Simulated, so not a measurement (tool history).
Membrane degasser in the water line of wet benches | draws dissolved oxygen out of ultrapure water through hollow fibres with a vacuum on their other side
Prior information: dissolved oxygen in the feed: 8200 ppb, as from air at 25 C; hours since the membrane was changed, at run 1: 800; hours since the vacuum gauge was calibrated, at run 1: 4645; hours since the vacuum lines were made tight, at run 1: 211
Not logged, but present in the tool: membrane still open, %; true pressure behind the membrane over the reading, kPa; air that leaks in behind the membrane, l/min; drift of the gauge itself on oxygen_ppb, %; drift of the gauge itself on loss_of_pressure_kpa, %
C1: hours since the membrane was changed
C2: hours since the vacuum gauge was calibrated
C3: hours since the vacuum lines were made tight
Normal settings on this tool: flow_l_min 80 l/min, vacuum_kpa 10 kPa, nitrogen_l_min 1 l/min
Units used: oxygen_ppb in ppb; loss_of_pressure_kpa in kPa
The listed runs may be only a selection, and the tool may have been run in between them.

run 1 hour=0 | flow_l_min=80 vacuum_kpa=10 nitrogen_l_min=1 | C1=800 C2=4645 C3=211 | oxygen_ppb=865.7 loss_of_pressure_kpa=45.51
run 2 hour=89.9 | flow_l_min=80 vacuum_kpa=10 nitrogen_l_min=1 | C1=890 C2=4735 C3=301 | oxygen_ppb=869.6 loss_of_pressure_kpa=45.28
run 3 hour=146.8 | flow_l_min=80 vacuum_kpa=10 nitrogen_l_min=1 | C1=946 C2=4792 C3=358 | oxygen_ppb=874.5 loss_of_pressure_kpa=45.48
run 4 hour=219.3 | flow_l_min=48 vacuum_kpa=10 nitrogen_l_min=1 | C1=1019 C2=4864 C3=431 | oxygen_ppb=603.2 loss_of_pressure_kpa=27.2
run 5 hour=319.6 | flow_l_min=80 vacuum_kpa=9.2 nitrogen_l_min=1 | C1=1119 C2=4964 C3=531 | oxygen_ppb=778 loss_of_pressure_kpa=45.39
run 6 hour=394.1 | flow_l_min=80 vacuum_kpa=9.2 nitrogen_l_min=1 | C1=1194 C2=5039 C3=605 | oxygen_ppb=778.1 loss_of_pressure_kpa=45.67
run 7 hour=492.2 | flow_l_min=80 vacuum_kpa=10 nitrogen_l_min=1 | C1=1292 C2=5137 C3=703 | oxygen_ppb=871.5 loss_of_pressure_kpa=45.59
run 8 hour=593.1 | flow_l_min=80 vacuum_kpa=10 nitrogen_l_min=1 | C1=1393 C2=5238 C3=804 | oxygen_ppb=870 loss_of_pressure_kpa=45.5
run 9 hour=658.4 | flow_l_min=80 vacuum_kpa=10 nitrogen_l_min=1 | C1=1458 C2=5303 C3=870 | oxygen_ppb=874.9 loss_of_pressure_kpa=45.47
run 10 hour=751.7 | flow_l_min=82 vacuum_kpa=10 nitrogen_l_min=1 | C1=1551 C2=5396 C3=963 | oxygen_ppb=890.5 loss_of_pressure_kpa=46.8
run 11 hour=814.5 | flow_l_min=80 vacuum_kpa=18.2 nitrogen_l_min=1 | C1=1614 C2=5459 C3=1026 | oxygen_ppb=1731.7 loss_of_pressure_kpa=45.66
run 12 hour=892.8 | flow_l_min=80 vacuum_kpa=18.2 nitrogen_l_min=1 | C1=1692 C2=5538 C3=1104 | oxygen_ppb=1721.7 loss_of_pressure_kpa=45.49
run 13 hour=982.1 | flow_l_min=80 vacuum_kpa=10 nitrogen_l_min=1.41 | C1=1782 C2=5627 C3=1193 | oxygen_ppb=690.7 loss_of_pressure_kpa=45.23
run 14 hour=1072.8 | flow_l_min=80 vacuum_kpa=10 nitrogen_l_min=1.41 | C1=1872 C2=5718 C3=1284 | oxygen_ppb=696.3 loss_of_pressure_kpa=45.59
run 15 hour=1123.9 | flow_l_min=80 vacuum_kpa=10 nitrogen_l_min=0.7 | C1=1923 C2=5769 C3=1335 | oxygen_ppb=1074 loss_of_pressure_kpa=45.44
run 16 hour=1213.3 | flow_l_min=80 vacuum_kpa=12.6 nitrogen_l_min=1 | C1=2013 C2=5858 C3=1425 | oxygen_ppb=1162.5 loss_of_pressure_kpa=45.89
run 17 hour=1282.2 | flow_l_min=80 vacuum_kpa=12.6 nitrogen_l_min=1 | C1=2082 C2=5927 C3=1493 | oxygen_ppb=1156.9 loss_of_pressure_kpa=45.51
run 18 hour=1338.2 | flow_l_min=116 vacuum_kpa=22.2 nitrogen_l_min=1.44 | C1=2138 C2=5983 C3=1549 | oxygen_ppb=2119.7 loss_of_pressure_kpa=66.23
run 19 hour=1439.7 | flow_l_min=116 vacuum_kpa=22.2 nitrogen_l_min=1.44 | C1=2239 C2=6084 C3=1651 | oxygen_ppb=2124.6 loss_of_pressure_kpa=66.66
run 20 hour=1488.1 | flow_l_min=72 vacuum_kpa=10 nitrogen_l_min=0.48 | C1=2288 C2=6133 C3=1699 | oxygen_ppb=1241.9 loss_of_pressure_kpa=41.29
run 21 hour=1551.9 | flow_l_min=124 vacuum_kpa=10.5 nitrogen_l_min=2.94 | C1=2351 C2=6197 C3=1763 | oxygen_ppb=649.4 loss_of_pressure_kpa=71.17
run 22 hour=1602.3 | flow_l_min=124 vacuum_kpa=10.5 nitrogen_l_min=2.94 | C1=2402 C2=6247 C3=1814 | oxygen_ppb=648.4 loss_of_pressure_kpa=71.12
run 23 hour=1670.1 | flow_l_min=124 vacuum_kpa=10.5 nitrogen_l_min=2.94 | C1=2470 C2=6315 C3=1881 | oxygen_ppb=645.9 loss_of_pressure_kpa=70.87
run 24 hour=1762.8 | flow_l_min=124 vacuum_kpa=10.5 nitrogen_l_min=2.94 | C1=2562 C2=6408 C3=1974 | oxygen_ppb=650.2 loss_of_pressure_kpa=71.09
run 25 hour=1829.1 | flow_l_min=124 vacuum_kpa=10.5 nitrogen_l_min=2.94 | C1=2629 C2=6474 C3=2040 | oxygen_ppb=652.6 loss_of_pressure_kpa=71.25
run 26 hour=1883.9 | flow_l_min=66 vacuum_kpa=23.5 nitrogen_l_min=0.61 | C1=2683 C2=6529 C3=2095 | oxygen_ppb=2610.2 loss_of_pressure_kpa=37.65
run 27 hour=1967.3 | flow_l_min=78 vacuum_kpa=23.4 nitrogen_l_min=0.65 | C1=2767 C2=6612 C3=2178 | oxygen_ppb=2720.3 loss_of_pressure_kpa=44.91
run 28 hour=2055.5 | flow_l_min=78 vacuum_kpa=23.4 nitrogen_l_min=0.65 | C1=2855 C2=6700 C3=2267 | oxygen_ppb=2723.8 loss_of_pressure_kpa=44.58
run 29 hour=2129.7 | flow_l_min=80 vacuum_kpa=7.5 nitrogen_l_min=2.85 | C1=2929 C2=6774 C3=2341 | oxygen_ppb=274 loss_of_pressure_kpa=45.7
run 30 hour=2203.9 | flow_l_min=91 vacuum_kpa=16.8 nitrogen_l_min=2.85 | C1=3003 C2=6849 C3=2415 | oxygen_ppb=859.4 loss_of_pressure_kpa=52.11
run 31 hour=2274.3 | flow_l_min=80 vacuum_kpa=10 nitrogen_l_min=0.79 | C1=3074 C2=6919 C3=2486 | oxygen_ppb=1003.9 loss_of_pressure_kpa=45.83

Branching from run 31: 3 alternative next runs. What would each branch give?
run A hour=2342.5 | flow_l_min=80 vacuum_kpa=6.9 nitrogen_l_min=0.66 | C1=3142 C2=6987 C3=2554 | oxygen_ppb=? loss_of_pressure_kpa=?
run B hour=2342.5 | flow_l_min=80 vacuum_kpa=13.3 nitrogen_l_min=1 | C1=3142 C2=6987 C3=2554 | oxygen_ppb=? loss_of_pressure_kpa=?
run C hour=2342.5 | flow_l_min=80 vacuum_kpa=6.5 nitrogen_l_min=0.79 | C1=3142 C2=6987 C3=2554 | oxygen_ppb=? loss_of_pressure_kpa=?

run=A oxygen_ppb=648.8 loss_of_pressure_kpa=46.03
run=B oxygen_ppb=1241.1 loss_of_pressure_kpa=46.02
run=C oxygen_ppb=530.3 loss_of_pressure_kpa=46.12
With the hidden condition removed and each run's random variation left untouched, the same runs would have given:
run=A oxygen_ppb=618.6 loss_of_pressure_kpa=45.29
run=B oxygen_ppb=1220.5 loss_of_pressure_kpa=45.28
run=C oxygen_ppb=502.4 loss_of_pressure_kpa=45.37
